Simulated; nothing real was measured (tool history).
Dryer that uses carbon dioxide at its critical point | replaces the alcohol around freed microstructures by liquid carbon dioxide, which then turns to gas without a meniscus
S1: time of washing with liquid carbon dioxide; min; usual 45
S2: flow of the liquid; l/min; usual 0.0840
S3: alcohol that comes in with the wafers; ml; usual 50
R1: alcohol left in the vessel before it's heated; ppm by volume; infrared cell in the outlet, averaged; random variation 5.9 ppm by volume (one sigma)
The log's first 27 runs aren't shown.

run 28 day=23.683 | S1=40 S2=0.0808 S3=24 | R1=735
-- day=23.979 inlet filter changed
run 29 day=24.312 | S1=34 S2=0.0808 S3=28 | R1=776
run 30 day=25.329 | S1=39 S2=0.0819 S3=50 | R1=696
run 31 day=25.917 | S1=67 S2=0.1162 S3=105 | R1=143
run 32 day=26.662 | S1=30 S2=0.0840 S3=29 | R1=1124
run 33 day=27.371 | S1=48 S2=0.0915 S3=35 | R1=209
run 34 day=27.958 | S1=37 S2=0.0524 S3=35 | R1=3364
run 35 day=28.692 | S1=45 S2=0.0799 S3=48 | R1=452
run 36 day=29.242 | S1=33 S2=0.1106 S3=25 | R1=305

The next listed run, before its measurement:
run 37 day=30.258 | S1=33 S2=0.1353 S3=25 | R1=?

{"run 37": {"R1": 195}}
Without the tool's hidden state the same run would have given R1 36 ppm by volume.
